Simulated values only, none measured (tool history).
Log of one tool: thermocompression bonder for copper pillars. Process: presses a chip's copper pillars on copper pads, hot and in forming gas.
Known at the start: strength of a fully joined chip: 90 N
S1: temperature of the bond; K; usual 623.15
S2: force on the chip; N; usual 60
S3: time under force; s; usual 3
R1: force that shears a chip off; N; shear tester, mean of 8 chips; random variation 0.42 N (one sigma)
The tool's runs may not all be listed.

run     day      S1  S2  S3    R1
  1       0  623.15  60   3  32.7
      0.329  -- forming gas filter changed
  2   1.396  623.15  60   3  35.4
  3   2.879  623.15  60   3  33.8
  4   4.283  623.15  84   3  46.1
  5   5.371  623.15  37   3  19.1
  6   7.175  623.15  37   3  19.1
        7.8  -- forming gas filter changed
  7   8.554  623.15  60   3  33.9
  8   9.833  623.15  60   3  33.3
  9  11.167  623.15  60   3    33
 10  12.479  623.15  60   3  33.2
 11  13.721  623.15  60   3  31.3
     15.217  -- forming gas filter changed
 12  15.396  623.15  60   3  33.8
 13  16.892  623.15  60   3    33
 14  18.404  623.15  60   3  31.5
     19.854  -- heater calibrated with a thermocouple chip
 15  19.962  623.15  60   3  33.4
 16  21.692  623.15  60   3    33
 17    22.6  623.15  69   3  36.3
     22.725  -- forming gas filter changed
 18  24.429  623.15  69   3  39.3
 19  25.479  623.15  69   3    39
     25.771  -- force cell calibrated
 20  26.638  623.15  69   3  41.8
 21  28.325  623.15  69   3  40.1
 22  29.129  615.15  63   4  38.4
     30.267  -- forming gas filter changed
 23  30.383  640.15  82   2  50.8
 24  31.583  631.15  57   2  32.6
 25  32.833  633.15  57   3  37.8
 26  34.529  633.15  57   3  37.3
 27   35.35  633.15  57   3  36.9
 28  36.321  633.15  57   3  36.3
 29  37.425  633.15  57   3    35
     37.738  -- forming gas filter changed
 30  39.004  642.15  60   8  58.9
 31  40.308  642.15  60   8  57.7
 32  41.542  609.15  44   4  24.3
 33   42.35  623.15  60   2  30.1
 34   43.55  623.15  60   7  45.9
 35  44.683  599.15  58   2    21
     45.154  -- forming gas filter changed
 36  45.542  599.15  58   2  22.5
 37    46.5  599.15  58   2  22.2

Some steps in R1 between neighbouring runs. How much of each would the tool show without its hidden state too (settings, what came in, random variation), and how much is left for the hidden state, with any gauge scatter that isn't in both results?
The hidden state here: true temperature of the bond over the reading, C; force that reaches the chip, % of what is set; oxide that the forming gas leaves, % of the face; drift of the gauge itself on shear_n, %.
Run 1 -> 2: forming gas filter changed. R1 +2.7 N: hidden state +2.7, all else +0.
Run 4 -> 5: S2 84 -> 37. R1 -27 N: hidden state +2.6, all else -29.6.
Run 19 -> 20: force cell calibrated. R1 +2.8 N: hidden state +3.5, all else -0.7.
Run 22 -> 23: S1 615.15 -> 640.15, S2 63 -> 82, S3 4 -> 2, forming gas filter changed. R1 +12.4 N: hidden state +2.8, all else +9.6.
Run 31 -> 32: S1 642.15 -> 609.15, S2 60 -> 44, S3 8 -> 4. R1 -33.4 N: hidden state +1.2, all else -34.6.
Run 34 -> 35: S1 623.15 -> 599.15, S2 60 -> 58, S3 7 -> 2. R1 -24.9 N: hidden state +2, all else -26.9.
